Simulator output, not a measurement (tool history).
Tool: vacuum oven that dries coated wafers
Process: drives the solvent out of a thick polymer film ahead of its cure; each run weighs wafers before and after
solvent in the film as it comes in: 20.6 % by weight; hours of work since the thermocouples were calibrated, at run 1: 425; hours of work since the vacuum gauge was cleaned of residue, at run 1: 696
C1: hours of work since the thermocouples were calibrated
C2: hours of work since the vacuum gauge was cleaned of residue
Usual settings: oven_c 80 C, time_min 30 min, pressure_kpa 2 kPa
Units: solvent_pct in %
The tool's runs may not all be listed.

{"run": 1, "day": 0.0, "oven_c": 80, "time_min": 30, "pressure_kpa": 2, "C1": 425, "C2": 696, "solvent_pct": 2.66}
{"run": 2, "day": 3.217, "oven_c": 80, "time_min": 30, "pressure_kpa": 2, "C1": 482, "C2": 753, "solvent_pct": 2.68}
{"run": 3, "day": 5.496, "oven_c": 80, "time_min": 30, "pressure_kpa": 2, "C1": 522, "C2": 793, "solvent_pct": 2.64}
{"run": 4, "day": 8.108, "oven_c": 80, "time_min": 30, "pressure_kpa": 1.01, "C1": 568, "C2": 839, "solvent_pct": 2.15}
{"run": 5, "day": 11.675, "oven_c": 80, "time_min": 30, "pressure_kpa": 1.01, "C1": 630, "C2": 901, "solvent_pct": 2.14}
{"run": 6, "day": 14.212, "oven_c": 80, "time_min": 30, "pressure_kpa": 1.01, "C1": 675, "C2": 946, "solvent_pct": 2.16}
{"day": 15.104, "done": "oven's thermocouples calibrated"}
{"run": 7, "day": 19.133, "oven_c": 80, "time_min": 48, "pressure_kpa": 2, "C1": 71, "C2": 1031, "solvent_pct": 1.65}
{"run": 8, "day": 23.179, "oven_c": 80, "time_min": 48, "pressure_kpa": 2, "C1": 142, "C2": 1102, "solvent_pct": 1.65}
{"run": 9, "day": 26.508, "oven_c": 81, "time_min": 53, "pressure_kpa": 1.14, "C1": 201, "C2": 1161, "solvent_pct": 0.99}
{"run": 10, "day": 30.625, "oven_c": 81, "time_min": 53, "pressure_kpa": 6.99, "C1": 273, "C2": 1233, "solvent_pct": 3.97}
{"run": 11, "day": 32.888, "oven_c": 81, "time_min": 53, "pressure_kpa": 6.99, "C1": 313, "C2": 1273, "solvent_pct": 3.99}
{"run": 12, "day": 36.875, "oven_c": 65, "time_min": 39, "pressure_kpa": 2, "C1": 383, "C2": 1343, "solvent_pct": 7.83}
{"run": 13, "day": 41.604, "oven_c": 71, "time_min": 18, "pressure_kpa": 2, "C1": 466, "C2": 1426, "solvent_pct": 9.15}
{"run": 14, "day": 45.504, "oven_c": 71, "time_min": 35, "pressure_kpa": 1.38, "C1": 534, "C2": 1495, "solvent_pct": 5.08}

5 ways to go on from here, each from the tool as it stands after run 14. What would each give?
{"run": "A", "day": 49.433, "oven_c": 71, "time_min": 35, "pressure_kpa": 1.1, "C1": 604, "C2": 1564, "solvent_pct": "?"}
{"run": "B", "day": 49.433, "oven_c": 74, "time_min": 30, "pressure_kpa": 1.3, "C1": 604, "C2": 1564, "solvent_pct": "?"}
{"run": "C", "day": 49.433, "oven_c": 86, "time_min": 35, "pressure_kpa": 6.63, "C1": 604, "C2": 1564, "solvent_pct": "?"}
{"run": "D", "day": 49.433, "oven_c": 91, "time_min": 30, "pressure_kpa": 1.38, "C1": 604, "C2": 1564, "solvent_pct": "?"}
{"run": "E", "day": 49.433, "oven_c": 80, "time_min": 21, "pressure_kpa": 2.07, "C1": 604, "C2": 1564, "solvent_pct": "?"}

run=A solvent_pct=4.87
run=B solvent_pct=4.54
run=C solvent_pct=3.17
run=D solvent_pct=0.72
run=E solvent_pct=4.28
Without the tool's hidden state the same runs would have given:
run=A solvent_pct=4.82
run=B solvent_pct=4.5
run=C solvent_pct=3.08
run=D solvent_pct=0.6
run=E solvent_pct=4.29

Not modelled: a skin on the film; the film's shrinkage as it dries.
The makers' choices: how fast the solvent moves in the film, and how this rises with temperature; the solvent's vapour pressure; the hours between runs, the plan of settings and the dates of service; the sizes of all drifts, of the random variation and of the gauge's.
